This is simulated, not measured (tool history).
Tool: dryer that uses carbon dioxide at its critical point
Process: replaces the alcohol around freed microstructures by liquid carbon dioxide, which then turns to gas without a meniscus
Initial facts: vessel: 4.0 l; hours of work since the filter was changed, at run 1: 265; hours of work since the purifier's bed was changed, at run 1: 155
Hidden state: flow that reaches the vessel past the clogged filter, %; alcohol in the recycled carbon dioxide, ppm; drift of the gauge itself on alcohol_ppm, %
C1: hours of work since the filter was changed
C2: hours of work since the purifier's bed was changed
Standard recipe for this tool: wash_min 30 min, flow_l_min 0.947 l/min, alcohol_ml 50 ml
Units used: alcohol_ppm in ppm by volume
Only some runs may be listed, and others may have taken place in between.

{"run": 1, "hour": 0.0, "wash_min": 30, "flow_l_min": 0.947, "alcohol_ml": 50, "C1": 265, "C2": 155, "alcohol_ppm": 53}
{"run": 2, "hour": 6.4, "wash_min": 30, "flow_l_min": 0.947, "alcohol_ml": 29, "C1": 268, "C2": 158, "alcohol_ppm": 43}
{"run": 3, "hour": 13.3, "wash_min": 30, "flow_l_min": 0.947, "alcohol_ml": 29, "C1": 271, "C2": 161, "alcohol_ppm": 44}
{"run": 4, "hour": 17.5, "wash_min": 30, "flow_l_min": 0.947, "alcohol_ml": 50, "C1": 273, "C2": 163, "alcohol_ppm": 56}
{"run": 5, "hour": 26.1, "wash_min": 30, "flow_l_min": 0.947, "alcohol_ml": 50, "C1": 277, "C2": 167, "alcohol_ppm": 55}
{"run": 6, "hour": 30.4, "wash_min": 30, "flow_l_min": 0.947, "alcohol_ml": 50, "C1": 279, "C2": 168, "alcohol_ppm": 53}
{"run": 7, "hour": 39.2, "wash_min": 30, "flow_l_min": 0.947, "alcohol_ml": 44, "C1": 282, "C2": 172, "alcohol_ppm": 51}
{"run": 8, "hour": 47.2, "wash_min": 30, "flow_l_min": 0.947, "alcohol_ml": 36, "C1": 286, "C2": 176, "alcohol_ppm": 44}
{"run": 9, "hour": 52.3, "wash_min": 30, "flow_l_min": 0.947, "alcohol_ml": 36, "C1": 288, "C2": 178, "alcohol_ppm": 48}
{"run": 10, "hour": 56.5, "wash_min": 30, "flow_l_min": 0.947, "alcohol_ml": 36, "C1": 290, "C2": 180, "alcohol_ppm": 42}
{"run": 11, "hour": 65.2, "wash_min": 30, "flow_l_min": 0.947, "alcohol_ml": 50, "C1": 294, "C2": 184, "alcohol_ppm": 61}
{"run": 12, "hour": 73.0, "wash_min": 30, "flow_l_min": 1.036, "alcohol_ml": 50, "C1": 297, "C2": 187, "alcohol_ppm": 42}
{"run": 13, "hour": 79.2, "wash_min": 30, "flow_l_min": 1.036, "alcohol_ml": 50, "C1": 300, "C2": 190, "alcohol_ppm": 35}
{"run": 14, "hour": 86.4, "wash_min": 30, "flow_l_min": 1.036, "alcohol_ml": 50, "C1": 303, "C2": 193, "alcohol_ppm": 53}
{"run": 15, "hour": 94.1, "wash_min": 41, "flow_l_min": 1.013, "alcohol_ml": 50, "C1": 306, "C2": 196, "alcohol_ppm": 32}
{"run": 16, "hour": 98.0, "wash_min": 41, "flow_l_min": 1.013, "alcohol_ml": 50, "C1": 308, "C2": 198, "alcohol_ppm": 27}
{"run": 17, "hour": 105.2, "wash_min": 41, "flow_l_min": 1.013, "alcohol_ml": 50, "C1": 311, "C2": 201, "alcohol_ppm": 22}
{"run": 18, "hour": 114.1, "wash_min": 41, "flow_l_min": 1.013, "alcohol_ml": 50, "C1": 315, "C2": 205, "alcohol_ppm": 27}
{"run": 19, "hour": 122.9, "wash_min": 20, "flow_l_min": 0.947, "alcohol_ml": 50, "C1": 319, "C2": 209, "alcohol_ppm": 283}
{"run": 20, "hour": 129.8, "wash_min": 20, "flow_l_min": 0.947, "alcohol_ml": 50, "C1": 322, "C2": 212, "alcohol_ppm": 274}
{"run": 21, "hour": 133.9, "wash_min": 20, "flow_l_min": 0.947, "alcohol_ml": 50, "C1": 324, "C2": 214, "alcohol_ppm": 278}
{"run": 22, "hour": 139.7, "wash_min": 37, "flow_l_min": 0.947, "alcohol_ml": 50, "C1": 326, "C2": 216, "alcohol_ppm": 28}
{"run": 23, "hour": 145.6, "wash_min": 30, "flow_l_min": 0.947, "alcohol_ml": 38, "C1": 329, "C2": 219, "alcohol_ppm": 54}
{"run": 24, "hour": 152.5, "wash_min": 27, "flow_l_min": 0.947, "alcohol_ml": 58, "C1": 332, "C2": 222, "alcohol_ppm": 103}
{"run": 25, "hour": 158.6, "wash_min": 43, "flow_l_min": 0.947, "alcohol_ml": 119, "C1": 335, "C2": 224, "alcohol_ppm": 30}

3 options for the next run, each taken on its own from the tool as it stands now. Forecast them:
{"run": "A", "hour": 166.7, "wash_min": 35, "flow_l_min": 0.768, "alcohol_ml": 37, "C1": 338, "C2": 228, "alcohol_ppm": "?"}
{"run": "B", "hour": 166.7, "wash_min": 43, "flow_l_min": 0.947, "alcohol_ml": 86, "C1": 338, "C2": 228, "alcohol_ppm": "?"}
{"run": "C", "hour": 166.7, "wash_min": 36, "flow_l_min": 1.125, "alcohol_ml": 46, "C1": 338, "C2": 228, "alcohol_ppm": "?"}

run=A alcohol_ppm=62
run=B alcohol_ppm=32
run=C alcohol_ppm=27
The same runs, with their run-to-run variation unchanged, on a tool lacking any hidden condition would have given:
run=A alcohol_ppm=24
run=B alcohol_ppm=11
run=C alcohol_ppm=7
